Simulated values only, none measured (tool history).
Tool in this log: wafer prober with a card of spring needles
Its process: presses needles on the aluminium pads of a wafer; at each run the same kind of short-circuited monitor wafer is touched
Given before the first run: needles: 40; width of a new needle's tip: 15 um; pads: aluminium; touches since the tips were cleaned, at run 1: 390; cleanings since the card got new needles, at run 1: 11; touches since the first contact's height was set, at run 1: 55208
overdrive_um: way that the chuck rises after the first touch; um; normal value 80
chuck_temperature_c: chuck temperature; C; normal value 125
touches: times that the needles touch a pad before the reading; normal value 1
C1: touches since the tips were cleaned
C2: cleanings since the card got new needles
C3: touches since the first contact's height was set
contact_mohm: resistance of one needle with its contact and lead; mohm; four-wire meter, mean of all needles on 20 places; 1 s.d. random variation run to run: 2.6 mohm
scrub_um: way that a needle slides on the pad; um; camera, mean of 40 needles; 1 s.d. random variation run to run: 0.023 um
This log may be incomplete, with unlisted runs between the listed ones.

run 1 hour=0 | overdrive_um=80 chuck_temperature_c=125 touches=1 | C1=390 C2=11 C3=55208 | contact_mohm=295 scrub_um=18.5
-- hour=8 tips cleaned on abrasive film
-- hour=17.5 tips cleaned on abrasive film
run 2 hour=21.4 | overdrive_um=80 chuck_temperature_c=125 touches=1 | C1=2087 C2=13 C3=66612 | contact_mohm=295 scrub_um=18.45
-- hour=27.3 tips cleaned on abrasive film
-- hour=36.6 tips cleaned on abrasive film
-- hour=46.6 tips cleaned on abrasive film
run 3 hour=54 | overdrive_um=80 chuck_temperature_c=125 touches=1 | C1=3955 C2=16 C3=84033 | contact_mohm=296 scrub_um=18.43
-- hour=56 tips cleaned on abrasive film
-- hour=65.6 tips cleaned on abrasive film
-- hour=74.6 tips cleaned on abrasive film
-- hour=83.6 tips cleaned on abrasive film
run 4 hour=83.9 | overdrive_um=80 chuck_temperature_c=125 touches=1 | C1=177 C2=20 C3=99963 | contact_mohm=297 scrub_um=18.46
-- hour=92 tips cleaned on abrasive film
-- hour=102 tips cleaned on abrasive film
-- hour=111.4 tips cleaned on abrasive film
run 5 hour=114.4 | overdrive_um=80 chuck_temperature_c=125 touches=1 | C1=1614 C2=23 C3=116221 | contact_mohm=299 scrub_um=18.37
-- hour=120.2 tips cleaned on abrasive film
-- hour=130.1 tips cleaned on abrasive film
run 6 hour=137.2 | overdrive_um=80 chuck_temperature_c=125 touches=1 | C1=3815 C2=25 C3=128403 | contact_mohm=297 scrub_um=18.42
-- hour=139.2 tips cleaned on abrasive film
-- hour=139.5 height of the first contact set anew
-- hour=148.1 tips cleaned on abrasive film
run 7 hour=151.8 | overdrive_um=80 chuck_temperature_c=125 touches=1 | C1=1980 C2=27 C3=6556 | contact_mohm=294 scrub_um=18.43
-- hour=157.4 tips cleaned on abrasive film
-- hour=165.8 tips cleaned on abrasive film
-- hour=175 tips cleaned on abrasive film
run 8 hour=176.8 | overdrive_um=96 chuck_temperature_c=125 touches=1 | C1=962 C2=30 C3=19848 | contact_mohm=295 scrub_um=22.07
-- hour=184.5 tips cleaned on abrasive film
-- hour=193.9 tips cleaned on abrasive film
run 9 hour=195.8 | overdrive_um=80 chuck_temperature_c=125 touches=1 | C1=1043 C2=32 C3=30003 | contact_mohm=293 scrub_um=18.43
-- hour=203.9 tips cleaned on abrasive film
-- hour=213.7 tips cleaned on abrasive film
run 10 hour=213.7 | overdrive_um=80 chuck_temperature_c=125 touches=1 | C1=0 C2=34 C3=39529 | contact_mohm=297 scrub_um=18.42
-- hour=223.1 tips cleaned on abrasive film
run 11 hour=229.1 | overdrive_um=80 chuck_temperature_c=125 touches=1 | C1=3244 C2=35 C3=47795 | contact_mohm=301 scrub_um=18.41
-- hour=231.2 tips cleaned on abrasive film
-- hour=240.4 tips cleaned on abrasive film
-- hour=250 tips cleaned on abrasive film
run 12 hour=252 | overdrive_um=80 chuck_temperature_c=110 touches=1 | C1=1086 C2=38 C3=59991 | contact_mohm=294 scrub_um=18.39
-- hour=259.8 tips cleaned on abrasive film
-- hour=269.1 tips cleaned on abrasive film
-- hour=279.1 tips cleaned on abrasive film
run 13 hour=282.8 | overdrive_um=80 chuck_temperature_c=110 touches=1 | C1=1982 C2=41 C3=76434 | contact_mohm=290 scrub_um=18.37
-- hour=288.4 tips cleaned on abrasive film
-- hour=297.7 tips cleaned on abrasive film
-- hour=307 tips cleaned on abrasive film
run 14 hour=307.9 | overdrive_um=61 chuck_temperature_c=125 touches=1 | C1=484 C2=44 C3=89791 | contact_mohm=301 scrub_um=14.04
-- hour=315.3 tips cleaned on abrasive film
-- hour=324.9 tips cleaned on abrasive film
-- hour=333.7 tips cleaned on abrasive film
run 15 hour=335.8 | overdrive_um=61 chuck_temperature_c=125 touches=1 | C1=1142 C2=47 C3=104676 | contact_mohm=301 scrub_um=14.02
-- hour=343 tips cleaned on abrasive film
run 16 hour=349.8 | overdrive_um=61 chuck_temperature_c=125 touches=1 | C1=3679 C2=48 C3=112167 | contact_mohm=303 scrub_um=14.03
-- hour=351.2 tips cleaned on abrasive film
-- hour=361 tips cleaned on abrasive film
-- hour=369.9 tips cleaned on abrasive film
run 17 hour=370.8 | overdrive_um=80 chuck_temperature_c=36 touches=1 | C1=439 C2=51 C3=123316 | contact_mohm=274 scrub_um=18.35
-- hour=378.6 tips cleaned on abrasive film
-- hour=382.8 height of the first contact set anew
-- hour=388.3 tips cleaned on abrasive film
-- hour=397.8 tips cleaned on abrasive film
run 18 hour=399.1 | overdrive_um=80 chuck_temperature_c=36 touches=1 | C1=664 C2=54 C3=8651 | contact_mohm=266 scrub_um=18.33
-- hour=407.1 tips cleaned on abrasive film
-- hour=415.5 tips cleaned on abrasive film
run 19 hour=415.5 | overdrive_um=70 chuck_temperature_c=51 touches=2 | C1=0 C2=56 C3=17395 | contact_mohm=275 scrub_um=16.05
-- hour=425.1 tips cleaned on abrasive film
-- hour=434.3 tips cleaned on abrasive film
run 20 hour=439.7 | overdrive_um=80 chuck_temperature_c=125 touches=2 | C1=2928 C2=58 C3=30357 | contact_mohm=296 scrub_um=18.33
-- hour=443.2 tips cleaned on abrasive film
-- hour=452.3 tips cleaned on abrasive film
-- hour=462.4 tips cleaned on abrasive film
run 21 hour=464.3 | overdrive_um=92 chuck_temperature_c=104 touches=2 | C1=1039 C2=61 C3=43440 | contact_mohm=288 scrub_um=21.11
-- hour=471.9 tips cleaned on abrasive film
-- hour=481.4 tips cleaned on abrasive film
-- hour=491.4 tips cleaned on abrasive film
run 22 hour=491.5 | overdrive_um=92 chuck_temperature_c=104 touches=2 | C1=56 C2=64 C3=57959 | contact_mohm=291 scrub_um=21.05
-- hour=500.6 tips cleaned on abrasive film
-- hour=509.9 tips cleaned on abrasive film
-- hour=519.8 tips cleaned on abrasive film
run 23 hour=522.5 | overdrive_um=82 chuck_temperature_c=76 touches=1 | C1=1502 C2=67 C3=74532 | contact_mohm=282 scrub_um=18.8
-- hour=528.3 tips cleaned on abrasive film
-- hour=538 tips cleaned on abrasive film
run 24 hour=539.6 | overdrive_um=82 chuck_temperature_c=76 touches=1 | C1=831 C2=69 C3=83599 | contact_mohm=278 scrub_um=18.72
-- hour=547.1 tips cleaned on abrasive film
-- hour=556.7 tips cleaned on abrasive film
-- hour=566.6 tips cleaned on abrasive film
run 25 hour=570.3 | overdrive_um=71 chuck_temperature_c=60 touches=3 | C1=1945 C2=72 C3=99985 | contact_mohm=278 scrub_um=16.26
-- hour=575.7 tips cleaned on abrasive film
-- hour=585.2 tips cleaned on abrasive film
-- hour=594.3 tips cleaned on abrasive film
-- hour=603.5 tips cleaned on abrasive film
run 26 hour=603.5 | overdrive_um=80 chuck_temperature_c=77 touches=1 | C1=0 C2=76 C3=117721 | contact_mohm=279 scrub_um=18.3
-- hour=613.6 tips cleaned on abrasive film
-- hour=622.7 tips cleaned on abrasive film
run 27 hour=623.6 | overdrive_um=80 chuck_temperature_c=77 touches=1 | C1=460 C2=78 C3=128399 | contact_mohm=283 scrub_um=18.3
-- hour=625.8 height of the first contact set anew
-- hour=632.4 tips cleaned on abrasive film
-- hour=642.1 tips cleaned on abrasive film
run 28 hour=649.2 | overdrive_um=73 chuck_temperature_c=115 touches=2 | C1=3849 C2=80 C3=12497 | contact_mohm=293 scrub_um=16.69

Alternative continuations, all from the tool just after run 28; predict every row:
-- hour=651.3 tips cleaned on abrasive film
-- hour=661.4 tips cleaned on abrasive film
run A hour=667.8 | overdrive_um=66 chuck_temperature_c=115 touches=3 | C1=3488 C2=82 C3=22422 | contact_mohm=? scrub_um=?
-- hour=651.3 tips cleaned on abrasive film
-- hour=661.4 tips cleaned on abrasive film
run B hour=667.8 | overdrive_um=75 chuck_temperature_c=38 touches=1 | C1=3488 C2=82 C3=22422 | contact_mohm=? scrub_um=?
-- hour=651.3 tips cleaned on abrasive film
-- hour=661.4 tips cleaned on abrasive film
run C hour=667.8 | overdrive_um=94 chuck_temperature_c=95 touches=2 | C1=3488 C2=82 C3=22422 | contact_mohm=? scrub_um=?
-- hour=651.3 tips cleaned on abrasive film
-- hour=661.4 tips cleaned on abrasive film
run D hour=667.8 | overdrive_um=67 chuck_temperature_c=115 touches=2 | C1=3488 C2=82 C3=22422 | contact_mohm=? scrub_um=?

run=A contact_mohm=296 scrub_um=15.08
run=B contact_mohm=273 scrub_um=17.14
run=C contact_mohm=285 scrub_um=21.45
run=D contact_mohm=296 scrub_um=15.32
The same runs, with their run-to-run variation unchanged, on a tool lacking any hidden condition would have given:
run=A contact_mohm=296 scrub_um=15.25
run=B contact_mohm=272 scrub_um=17.33
run=C contact_mohm=285 scrub_um=21.68
run=D contact_mohm=295 scrub_um=15.49
